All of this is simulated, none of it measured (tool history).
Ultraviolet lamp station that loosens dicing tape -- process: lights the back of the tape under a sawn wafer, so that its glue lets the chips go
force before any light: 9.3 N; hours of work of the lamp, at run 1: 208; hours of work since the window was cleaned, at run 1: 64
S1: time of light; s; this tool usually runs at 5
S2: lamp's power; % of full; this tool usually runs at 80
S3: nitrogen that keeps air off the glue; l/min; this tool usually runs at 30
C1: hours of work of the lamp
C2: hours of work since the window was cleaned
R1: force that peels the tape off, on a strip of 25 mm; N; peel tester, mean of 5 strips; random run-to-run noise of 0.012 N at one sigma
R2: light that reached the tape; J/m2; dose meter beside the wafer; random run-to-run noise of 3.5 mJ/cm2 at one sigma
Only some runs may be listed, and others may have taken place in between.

run 1 day=0 | S1=5 S2=80 S3=30 | C1=208 C2=64 | R1=0.702 R2=5260
run 2 day=0.946 | S1=5 S2=80 S3=30 | C1=218 C2=74 | R1=0.711 R2=5200
run 3 day=1.529 | S1=5 S2=80 S3=30 | C1=224 C2=80 | R1=0.698 R2=5190
run 4 day=2.371 | S1=5 S2=80 S3=30 | C1=232 C2=89 | R1=0.738 R2=5090
run 5 day=3.112 | S1=5 S2=80 S3=30 | C1=240 C2=96 | R1=0.733 R2=5110
run 6 day=3.617 | S1=5 S2=93 S3=30 | C1=245 C2=102 | R1=0.531 R2=5880
run 7 day=4.258 | S1=5 S2=93 S3=30 | C1=252 C2=108 | R1=0.545 R2=5860
run 8 day=4.967 | S1=5 S2=65 S3=30 | C1=259 C2=116 | R1=1.172 R2=4000
run 9 day=5.488 | S1=5 S2=65 S3=30 | C1=264 C2=121 | R1=1.184 R2=4020
run 10 day=6.321 | S1=5 S2=80 S3=51 | C1=273 C2=129 | R1=0.556 R2=4900
run 11 day=6.925 | S1=5 S2=80 S3=30 | C1=279 C2=136 | R1=0.805 R2=4860
run 12 day=7.462 | S1=5 S2=80 S3=30 | C1=285 C2=141 | R1=0.791 R2=4840
run 13 day=7.996 | S1=5 S2=80 S3=30 | C1=290 C2=147 | R1=0.809 R2=4860
run 14 day=8.512 | S1=5 S2=80 S3=10 | C1=295 C2=152 | R1=1.823 R2=4750
run 15 day=9.021 | S1=5 S2=80 S3=30 | C1=301 C2=157 | R1=0.843 R2=4830
run 16 day=9.65 | S1=5 S2=80 S3=30 | C1=307 C2=164 | R1=0.843 R2=4780
run 17 day=10.308 | S1=5 S2=80 S3=30 | C1=314 C2=170 | R1=0.88 R2=4740
run 18 day=11.038 | S1=5 S2=76 S3=9 | C1=321 C2=178 | R1=2.117 R2=4420
run 19 day=11.617 | S1=5 S2=76 S3=9 | C1=327 C2=184 | R1=2.121 R2=4470
run 20 day=12.396 | S1=3 S2=60 S3=47 | C1=335 C2=192 | R1=2.531 R2=2090
run 21 day=13.117 | S1=8 S2=60 S3=13 | C1=343 C2=199 | R1=1.201 R2=5550
run 22 day=13.675 | S1=8 S2=60 S3=13 | C1=349 C2=205 | R1=1.187 R2=5470
run 23 day=14.583 | S1=8 S2=71 S3=10 | C1=358 C2=214 | R1=1.085 R2=6500
-- day=15.183 window cleaned of glue's vapour
run 24 day=15.242 | S1=2 S2=80 S3=25 | C1=364 C2=1 | R1=3.304 R2=2140
run 25 day=15.85 | S1=5 S2=92 S3=57 | C1=371 C2=7 | R1=0.311 R2=6110
run 26 day=16.692 | S1=8 S2=84 S3=57 | C1=379 C2=16 | R1=0.161 R2=8780
run 27 day=17.321 | S1=2 S2=92 S3=24 | C1=386 C2=22 | R1=2.982 R2=2390
run 28 day=18.2 | S1=2 S2=92 S3=24 | C1=395 C2=31 | R1=2.993 R2=2400
run 29 day=18.588 | S1=8 S2=63 S3=24 | C1=399 C2=35 | R1=0.499 R2=6490
run 30 day=19.054 | S1=3 S2=74 S3=53 | C1=404 C2=40 | R1=1.6 R2=2850
run 31 day=19.546 | S1=5 S2=80 S3=20 | C1=409 C2=45 | R1=1 R2=5100

Each row is a separate what-if for the run after 31, all from the same tool condition, not one after another. Results?
run A day=19.942 | S1=5 S2=80 S3=25 | C1=413 C2=49 | R1=? R2=?
run B day=19.942 | S1=5 S2=80 S3=13 | C1=413 C2=49 | R1=? R2=?
run C day=19.942 | S1=9 S2=88 S3=19 | C1=413 C2=49 | R1=? R2=?
run D day=19.942 | S1=5 S2=84 S3=15 | C1=413 C2=49 | R1=? R2=?
run E day=19.942 | S1=5 S2=92 S3=15 | C1=413 C2=49 | R1=? R2=?

run=A R1=0.848 R2=5030
run=B R1=1.372 R2=5120
run=C R1=0.226 R2=9970
run=D R1=1.159 R2=5330
run=E R1=0.931 R2=5850
With the hidden condition removed and each run's random variation left untouched, the same runs would have given:
run=A R1=0.652 R2=5670
run=B R1=1.099 R2=5750
run=C R1=0.183 R2=11220
run=D R1=0.913 R2=5990
run=E R1=0.721 R2=6580
